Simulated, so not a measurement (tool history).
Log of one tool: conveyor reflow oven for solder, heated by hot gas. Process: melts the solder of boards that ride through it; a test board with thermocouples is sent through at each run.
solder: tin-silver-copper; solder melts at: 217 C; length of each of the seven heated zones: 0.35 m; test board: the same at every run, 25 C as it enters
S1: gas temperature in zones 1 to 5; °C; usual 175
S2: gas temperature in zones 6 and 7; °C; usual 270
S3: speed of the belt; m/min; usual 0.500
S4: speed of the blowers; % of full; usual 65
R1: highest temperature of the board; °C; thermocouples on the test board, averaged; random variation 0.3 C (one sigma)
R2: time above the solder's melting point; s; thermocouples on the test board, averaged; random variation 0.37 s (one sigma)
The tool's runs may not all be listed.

| run | hour | S1 | S2 | S3 | S4 | R1 | R2 |
|---|---|---|---|---|---|---|---|
| 1 | 0.0 | 175 | 270 | 0.500 | 65 | 249.6 | 59.4 |
| 2 | 25.5 | 175 | 270 | 0.500 | 65 | 249.2 | 60.4 |
| 3 | 47.4 | 175 | 270 | 0.500 | 65 | 249.4 | 59.8 |
| 4 | 67.8 | 175 | 275 | 0.500 | 65 | 253.4 | 62.9 |
| 5 | 82.9 | 175 | 275 | 0.500 | 65 | 253.5 | 63.5 |
| 6 | 113.4 | 175 | 270 | 0.506 | 65 | 249.0 | 58.3 |
| 7 | 126.9 | 175 | 270 | 0.500 | 56 | 246.5 | 56.6 |
| 8 | 150.0 | 175 | 270 | 0.583 | 56 | 240.6 | 39.9 |
| 9 | 172.4 | 175 | 270 | 0.583 | 56 | 240.2 | 39.6 |
| 10 | 188.1 | 175 | 270 | 0.583 | 84 | 249.9 | 51.3 |
| 11 | 217.5 | 175 | 270 | 0.583 | 84 | 249.5 | 50.5 |
| 12 | 243.4 | 175 | 270 | 0.583 | 84 | 249.8 | 51.4 |
| 13 | 267.8 | 175 | 271 | 0.500 | 65 | 250.6 | 60.4 |
| 14 | 286.7 | 175 | 271 | 0.500 | 65 | 250.6 | 60.8 |
| 15 | 317.2 | 175 | 270 | 0.500 | 65 | 249.3 | 59.7 |
| 16 | 332.8 | 183 | 274 | 0.469 | 84 | 261.4 | 77.4 |
| 17 | 360.9 | 183 | 274 | 0.469 | 84 | 260.9 | 77.1 |
| 18 | 387.3 | 166 | 265 | 0.469 | 84 | 250.7 | 64.0 |
| 19 | 410.9 | 166 | 265 | 0.469 | 78 | 249.1 | 62.1 |
| 20 | 435.2 | 175 | 270 | 0.500 | 75 | 252.2 | 63.9 |
| 21 | 454.3 | 175 | 270 | 0.500 | 75 | 252.7 | 63.0 |
| 22 | 473.1 | 169 | 268 | 0.500 | 65 | 246.6 | 54.2 |
| 23 | 487.0 | 173 | 273 | 0.500 | 65 | 251.7 | 60.6 |
| 24 | 505.6 | 173 | 273 | 0.500 | 65 | 251.7 | 60.6 |
| 25 | 521.6 | 173 | 273 | 0.500 | 65 | 252.0 | 60.2 |
| 26 | 543.8 | 183 | 271 | 0.465 | 78 | 258.3 | 75.7 |
| 27 | 571.9 | 175 | 260 | 0.463 | 73 | 245.5 | 61.6 |
| 28 | 600.5 | 175 | 260 | 0.500 | 87 | 246.3 | 58.4 |
| 29 | 620.6 | 180 | 261 | 0.478 | 82 | 248.4 | 65.2 |
| 30 | 647.6 | 173 | 264 | 0.440 | 74 | 250.9 | 70.1 |

Forecast each of these 4 alternatives for the next run:
|  | 664.2 | thermocouples of zones 6 and 7 changed |
| A | 675.8 | 173 | 264 | 0.440 | 58 | ? | ? |
|  | 664.2 | thermocouples of zones 6 and 7 changed |
| B | 675.8 | 164 | 270 | 0.500 | 72 | ? | ? |
|  | 664.2 | thermocouples of zones 6 and 7 changed |
| C | 675.8 | 175 | 278 | 0.505 | 65 | ? | ? |
|  | 664.2 | thermocouples of zones 6 and 7 changed |
| D | 675.8 | 173 | 261 | 0.469 | 74 | ? | ? |

| run | R1 | R2 |
|---|---|---|
| A | 246.4 | 64.4 |
| B | 249.0 | 56.0 |
| C | 255.8 | 63.8 |
| D | 246.3 | 60.9 |
Without the tool's hidden state the same runs would have given:
| run | R1 | R2 |
|---|---|---|
| A | 246.5 | 64.5 |
| B | 249.2 | 56.2 |
| C | 256.0 | 63.9 |
| D | 246.5 | 61.1 |

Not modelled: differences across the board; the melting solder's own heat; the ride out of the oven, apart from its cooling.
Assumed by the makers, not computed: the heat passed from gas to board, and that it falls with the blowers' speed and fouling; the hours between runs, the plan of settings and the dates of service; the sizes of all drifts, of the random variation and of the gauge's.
